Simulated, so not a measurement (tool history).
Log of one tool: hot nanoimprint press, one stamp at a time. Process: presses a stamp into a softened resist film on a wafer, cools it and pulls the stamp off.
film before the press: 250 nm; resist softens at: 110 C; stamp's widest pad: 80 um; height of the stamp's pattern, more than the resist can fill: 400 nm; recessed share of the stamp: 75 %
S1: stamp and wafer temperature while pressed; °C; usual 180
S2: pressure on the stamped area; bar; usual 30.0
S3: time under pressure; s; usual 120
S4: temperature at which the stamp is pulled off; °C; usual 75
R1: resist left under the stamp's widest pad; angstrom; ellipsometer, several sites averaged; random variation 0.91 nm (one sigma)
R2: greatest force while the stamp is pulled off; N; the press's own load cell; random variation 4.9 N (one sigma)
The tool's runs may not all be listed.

| run | hour | S1 | S2 | S3 | S4 | R1 | R2 |
|---|---|---|---|---|---|---|---|
| 1 | 0.0 | 180 | 30.0 | 120 | 75 | 1312 | 259 |
| 2 | 15.3 | 180 | 30.0 | 120 | 75 | 1314 | 264 |
| 3 | 27.4 | 180 | 30.0 | 120 | 75 | 1329 | 264 |
| 4 | 34.9 | 180 | 30.0 | 120 | 75 | 1290 | 277 |
| 5 | 43.3 | 180 | 30.0 | 120 | 75 | 1307 | 268 |
| 6 | 52.2 | 180 | 19.4 | 120 | 75 | 1592 | 270 |
| 7 | 64.8 | 180 | 30.0 | 120 | 79 | 1314 | 260 |
| 8 | 77.4 | 180 | 30.0 | 120 | 79 | 1307 | 256 |
| 9 | 87.7 | 180 | 30.0 | 120 | 79 | 1331 | 261 |
| 10 | 98.1 | 180 | 30.0 | 120 | 79 | 1297 | 261 |
| 11 | 105.1 | 180 | 21.1 | 120 | 79 | 1521 | 257 |
| 12 | 119.8 | 182 | 21.1 | 120 | 79 | 1450 | 270 |
| 13 | 135.8 | 182 | 21.1 | 120 | 79 | 1446 | 259 |
| 14 | 150.7 | 182 | 21.1 | 120 | 79 | 1446 | 263 |
| 15 | 162.9 | 180 | 18.4 | 120 | 75 | 1603 | 290 |
| 16 | 179.4 | 187 | 24.5 | 120 | 75 | 1215 | 285 |

Forecast run 17:
|  | 183.7 | plate thermocouple calibrated |
| 17 | 191.6 | 180 | 29.4 | 128 | 69 | ? | ? |

R1: 1336 angstrom
R2: 310 N
Without the tool's hidden state the same run would have given R1 1259 angstrom, R2 252 N.
